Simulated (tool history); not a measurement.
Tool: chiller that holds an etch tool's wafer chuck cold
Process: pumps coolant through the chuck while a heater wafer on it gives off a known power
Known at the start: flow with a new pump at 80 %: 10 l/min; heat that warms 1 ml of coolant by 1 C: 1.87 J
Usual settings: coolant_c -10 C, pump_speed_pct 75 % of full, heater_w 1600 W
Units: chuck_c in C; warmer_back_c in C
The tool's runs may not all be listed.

{"run": 1, "hour": 0.0, "coolant_c": -10, "pump_speed_pct": 75, "heater_w": 1600, "chuck_c": 2.1, "warmer_back_c": 5.55}
{"run": 2, "hour": 210.7, "coolant_c": -10, "pump_speed_pct": 75, "heater_w": 1600, "chuck_c": 2.0, "warmer_back_c": 5.52}
{"run": 3, "hour": 390.9, "coolant_c": -10, "pump_speed_pct": 75, "heater_w": 1600, "chuck_c": 1.9, "warmer_back_c": 5.54}
{"run": 4, "hour": 525.4, "coolant_c": -10, "pump_speed_pct": 75, "heater_w": 1600, "chuck_c": 2.2, "warmer_back_c": 5.54}
{"run": 5, "hour": 650.1, "coolant_c": -10, "pump_speed_pct": 75, "heater_w": 1600, "chuck_c": 2.2, "warmer_back_c": 5.55}
{"run": 6, "hour": 828.9, "coolant_c": -10, "pump_speed_pct": 75, "heater_w": 1061, "chuck_c": -2.0, "warmer_back_c": 3.7}
{"run": 7, "hour": 1000.6, "coolant_c": -10, "pump_speed_pct": 75, "heater_w": 1061, "chuck_c": -2.0, "warmer_back_c": 3.65}
{"hour": 1126.6, "done": "coolant changed, channels flushed"}
{"run": 8, "hour": 1146.5, "coolant_c": -10, "pump_speed_pct": 75, "heater_w": 908, "chuck_c": -3.1, "warmer_back_c": 3.19}
{"run": 9, "hour": 1370.8, "coolant_c": -10, "pump_speed_pct": 75, "heater_w": 908, "chuck_c": -3.2, "warmer_back_c": 3.2}
{"run": 10, "hour": 1511.2, "coolant_c": -10, "pump_speed_pct": 64, "heater_w": 1600, "chuck_c": 4.1, "warmer_back_c": 6.67}
{"run": 11, "hour": 1688.1, "coolant_c": -10, "pump_speed_pct": 64, "heater_w": 1600, "chuck_c": 4.1, "warmer_back_c": 6.68}
{"run": 12, "hour": 1795.0, "coolant_c": -16, "pump_speed_pct": 75, "heater_w": 1600, "chuck_c": -3.8, "warmer_back_c": 5.55}
{"run": 13, "hour": 1904.9, "coolant_c": -10, "pump_speed_pct": 75, "heater_w": 1600, "chuck_c": 2.2, "warmer_back_c": 5.67}
{"hour": 1966.2, "done": "chiller's thermometer calibrated"}
{"run": 14, "hour": 2002.7, "coolant_c": -10, "pump_speed_pct": 75, "heater_w": 1600, "chuck_c": 2.2, "warmer_back_c": 5.55}
{"run": 15, "hour": 2102.5, "coolant_c": -10, "pump_speed_pct": 75, "heater_w": 2018, "chuck_c": 5.1, "warmer_back_c": 7.08}
{"run": 16, "hour": 2209.5, "coolant_c": -10, "pump_speed_pct": 75, "heater_w": 2018, "chuck_c": 5.2, "warmer_back_c": 7.03}
{"run": 17, "hour": 2425.4, "coolant_c": -14, "pump_speed_pct": 75, "heater_w": 2018, "chuck_c": 1.2, "warmer_back_c": 7.03}
{"run": 18, "hour": 2611.3, "coolant_c": -5, "pump_speed_pct": 75, "heater_w": 1600, "chuck_c": 6.9, "warmer_back_c": 5.57}
{"run": 19, "hour": 2738.9, "coolant_c": -5, "pump_speed_pct": 75, "heater_w": 1715, "chuck_c": 8.2, "warmer_back_c": 6.02}
{"hour": 2917.1, "done": "coolant pump overhauled"}
{"run": 20, "hour": 2936.9, "coolant_c": -11, "pump_speed_pct": 88, "heater_w": 846, "chuck_c": -5.7, "warmer_back_c": 2.52}
{"run": 21, "hour": 3146.4, "coolant_c": -11, "pump_speed_pct": 88, "heater_w": 846, "chuck_c": -5.6, "warmer_back_c": 2.54}
{"run": 22, "hour": 3360.5, "coolant_c": -11, "pump_speed_pct": 88, "heater_w": 846, "chuck_c": -5.4, "warmer_back_c": 2.61}
{"run": 23, "hour": 3517.4, "coolant_c": -11, "pump_speed_pct": 88, "heater_w": 846, "chuck_c": -5.4, "warmer_back_c": 2.55}
{"run": 24, "hour": 3746.5, "coolant_c": -11, "pump_speed_pct": 88, "heater_w": 846, "chuck_c": -5.5, "warmer_back_c": 2.59}
{"run": 25, "hour": 3861.3, "coolant_c": -8, "pump_speed_pct": 91, "heater_w": 1368, "chuck_c": 0.6, "warmer_back_c": 3.92}
{"run": 26, "hour": 4010.1, "coolant_c": -8, "pump_speed_pct": 91, "heater_w": 1368, "chuck_c": 0.7, "warmer_back_c": 3.97}
{"run": 27, "hour": 4209.2, "coolant_c": -4, "pump_speed_pct": 94, "heater_w": 896, "chuck_c": 1.4, "warmer_back_c": 2.56}
{"run": 28, "hour": 4376.3, "coolant_c": -10, "pump_speed_pct": 75, "heater_w": 1222, "chuck_c": -0.6, "warmer_back_c": 4.37}
{"run": 29, "hour": 4498.9, "coolant_c": 0, "pump_speed_pct": 68, "heater_w": 2375, "chuck_c": 19.9, "warmer_back_c": 9.31}
{"run": 30, "hour": 4693.6, "coolant_c": -7, "pump_speed_pct": 96, "heater_w": 821, "chuck_c": -2.0, "warmer_back_c": 2.3}
{"hour": 4764.4, "done": "coolant changed, channels flushed"}
{"run": 31, "hour": 4808.4, "coolant_c": -7, "pump_speed_pct": 91, "heater_w": 935, "chuck_c": -1.0, "warmer_back_c": 2.73}

Forecast each of these 5 alternatives for the next run:
{"run": "A", "hour": 5035.1, "coolant_c": -5, "pump_speed_pct": 91, "heater_w": 1871, "chuck_c": "?", "warmer_back_c": "?"}
{"run": "B", "hour": 5035.1, "coolant_c": -1, "pump_speed_pct": 75, "heater_w": 1600, "chuck_c": "?", "warmer_back_c": "?"}
{"run": "C", "hour": 5035.1, "coolant_c": -6, "pump_speed_pct": 61, "heater_w": 2227, "chuck_c": "?", "warmer_back_c": "?"}
{"run": "D", "hour": 5035.1, "coolant_c": -4, "pump_speed_pct": 84, "heater_w": 1600, "chuck_c": "?", "warmer_back_c": "?"}
{"run": "E", "hour": 5035.1, "coolant_c": -7, "pump_speed_pct": 91, "heater_w": 2092, "chuck_c": "?", "warmer_back_c": "?"}

run=A chuck_c=6.9 warmer_back_c=5.41
run=B chuck_c=11.0 warmer_back_c=5.66
run=C chuck_c=14.4 warmer_back_c=9.86
run=D chuck_c=6.8 warmer_back_c=5.10
run=E chuck_c=5.9 warmer_back_c=5.93
Without the tool's hidden state the same runs would have given:
run=A chuck_c=6.9 warmer_back_c=5.22
run=B chuck_c=11.0 warmer_back_c=5.47
run=C chuck_c=14.4 warmer_back_c=9.67
run=D chuck_c=6.8 warmer_back_c=4.91
run=E chuck_c=5.9 warmer_back_c=5.73
